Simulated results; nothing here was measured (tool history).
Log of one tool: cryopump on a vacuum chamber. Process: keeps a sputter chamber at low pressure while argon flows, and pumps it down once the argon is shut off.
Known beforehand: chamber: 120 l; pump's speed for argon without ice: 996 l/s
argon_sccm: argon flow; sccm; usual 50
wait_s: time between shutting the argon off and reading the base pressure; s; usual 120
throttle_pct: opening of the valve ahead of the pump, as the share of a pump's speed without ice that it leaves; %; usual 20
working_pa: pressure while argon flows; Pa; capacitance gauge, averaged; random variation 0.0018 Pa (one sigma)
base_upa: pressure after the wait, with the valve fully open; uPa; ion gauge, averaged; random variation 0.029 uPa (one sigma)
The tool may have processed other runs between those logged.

{"run": 1, "day": 0.0, "argon_sccm": 50, "wait_s": 120, "throttle_pct": 20, "working_pa": 0.4289, "base_upa": 3.08}
{"run": 2, "day": 0.804, "argon_sccm": 50, "wait_s": 120, "throttle_pct": 20, "working_pa": 0.4312, "base_upa": 3.12}
{"run": 3, "day": 1.425, "argon_sccm": 50, "wait_s": 120, "throttle_pct": 20, "working_pa": 0.428, "base_upa": 3.06}
{"run": 4, "day": 2.2, "argon_sccm": 50, "wait_s": 120, "throttle_pct": 24, "working_pa": 0.3611, "base_upa": 3.14}
{"run": 5, "day": 2.908, "argon_sccm": 50, "wait_s": 159, "throttle_pct": 20, "working_pa": 0.4323, "base_upa": 2.78}
{"run": 6, "day": 3.325, "argon_sccm": 50, "wait_s": 159, "throttle_pct": 20, "working_pa": 0.4308, "base_upa": 2.82}
{"run": 7, "day": 3.721, "argon_sccm": 65, "wait_s": 120, "throttle_pct": 20, "working_pa": 0.5638, "base_upa": 3.09}
{"run": 8, "day": 4.55, "argon_sccm": 65, "wait_s": 120, "throttle_pct": 20, "working_pa": 0.5622, "base_upa": 3.28}
{"run": 9, "day": 5.096, "argon_sccm": 65, "wait_s": 120, "throttle_pct": 20, "working_pa": 0.5631, "base_upa": 3.35}
{"run": 10, "day": 5.683, "argon_sccm": 65, "wait_s": 120, "throttle_pct": 20, "working_pa": 0.559, "base_upa": 3.31}
{"run": 11, "day": 6.329, "argon_sccm": 35, "wait_s": 24, "throttle_pct": 22, "working_pa": 0.2764, "base_upa": 7.93}
{"run": 12, "day": 6.867, "argon_sccm": 35, "wait_s": 24, "throttle_pct": 22, "working_pa": 0.276, "base_upa": 7.88}
{"run": 13, "day": 7.325, "argon_sccm": 35, "wait_s": 24, "throttle_pct": 22, "working_pa": 0.2738, "base_upa": 7.9}
{"run": 14, "day": 7.967, "argon_sccm": 35, "wait_s": 24, "throttle_pct": 22, "working_pa": 0.2762, "base_upa": 7.94}
{"run": 15, "day": 8.675, "argon_sccm": 37, "wait_s": 97, "throttle_pct": 31, "working_pa": 0.2085, "base_upa": 3.72}
{"run": 16, "day": 9.462, "argon_sccm": 27, "wait_s": 120, "throttle_pct": 18, "working_pa": 0.2606, "base_upa": 3.44}
{"run": 17, "day": 9.896, "argon_sccm": 92, "wait_s": 46, "throttle_pct": 18, "working_pa": 0.8817, "base_upa": 5.28}
{"run": 18, "day": 10.388, "argon_sccm": 81, "wait_s": 120, "throttle_pct": 47, "working_pa": 0.3057, "base_upa": 3.48}
{"run": 19, "day": 11.125, "argon_sccm": 47, "wait_s": 36, "throttle_pct": 52, "working_pa": 0.1612, "base_upa": 6.14}
{"run": 20, "day": 11.496, "argon_sccm": 47, "wait_s": 68, "throttle_pct": 41, "working_pa": 0.2018, "base_upa": 4.4}

Per-run results on a tool with no hidden state, each run keeping its own random variation:
Hidden conditions of the tool in this case: pump's speed, % of a pump's without ice; cold plate's temperature, K; leak into the chamber, uPa l/s; drift of the gauge itself on working_pa, %; drift of the gauge itself on base_upa, %.
run=1 working_pa=0.4226 base_upa=1.49
run=2 working_pa=0.4247 base_upa=1.48
run=3 working_pa=0.4215 base_upa=1.44
run=4 working_pa=0.3543 base_upa=1.46
run=5 working_pa=0.4254 base_upa=1.12
run=6 working_pa=0.4237 base_upa=1.14
run=7 working_pa=0.5545 base_upa=1.41
run=8 working_pa=0.5528 base_upa=1.50
run=9 working_pa=0.5534 base_upa=1.52
run=10 working_pa=0.5493 base_upa=1.47
run=11 working_pa=0.2710 base_upa=6.07
run=12 working_pa=0.2705 base_upa=6.01
run=13 working_pa=0.2684 base_upa=6.01
run=14 working_pa=0.2706 base_upa=6.02
run=15 working_pa=0.2025 base_upa=1.74
run=16 working_pa=0.2561 base_upa=1.44
run=17 working_pa=0.8662 base_upa=3.27
run=18 working_pa=0.2919 base_upa=1.45
run=19 working_pa=0.1530 base_upa=4.08
run=20 working_pa=0.1936 base_upa=2.31
